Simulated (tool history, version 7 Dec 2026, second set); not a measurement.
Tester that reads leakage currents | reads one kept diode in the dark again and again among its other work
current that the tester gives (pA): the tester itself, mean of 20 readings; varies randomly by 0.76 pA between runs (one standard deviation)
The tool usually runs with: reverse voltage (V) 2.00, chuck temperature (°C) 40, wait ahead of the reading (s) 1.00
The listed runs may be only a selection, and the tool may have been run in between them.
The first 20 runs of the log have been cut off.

run,hour,reverse voltage (V),chuck temperature (°C),wait ahead of the reading (s),current that the tester gives (pA)
21,1486.3,2.89,40,3.17,296.62
22,1578.3,2.89,40,3.17,294.85
23,1642.9,1.81,40,1.58,232.70
24,1741.8,4.62,36,1.00,270.39
25,1800.6,4.59,27,2.04,127.18
26,1870.0,8.71,27,1.35,176.76
27,1948.9,8.71,27,1.35,176.19
28,2002.6,2.00,44,1.00,332.29
29,2090.8,2.29,22,0.39,59.36
30,2135.8,6.63,40,0.33,442.35
31,2208.1,6.34,31,0.33,211.76
32,2280.6,6.34,31,0.33,211.84
33,2344.2,6.34,31,0.33,210.41
34,2414.9,6.34,31,0.33,210.99
35,2482.8,6.34,31,0.33,208.86
36,2530.2,6.34,31,0.33,210.13
37,2635.2,1.36,21,2.14,39.86
38,2716.4,1.28,21,0.90,38.57
39,2824.2,1.09,42,0.90,204.70
40,2882.8,1.09,42,0.90,204.16

Below are 4 alternative next runs, each starting from the tool's condition after run 40. Predict each:
A,2936.2,3.73,21,3.18,?
B,2936.2,2.95,40,1.00,?
C,2936.2,16.58,43,0.73,?
D,2936.2,14.24,37,0.63,?

run,current that the tester gives (pA)
A,65.66
B,284.16
C,858.60
D,496.65
With no hidden state in the tool, these same runs would have given:
run,current that the tester gives (pA)
A,70.06
B,307.15
C,922.15
D,532.30
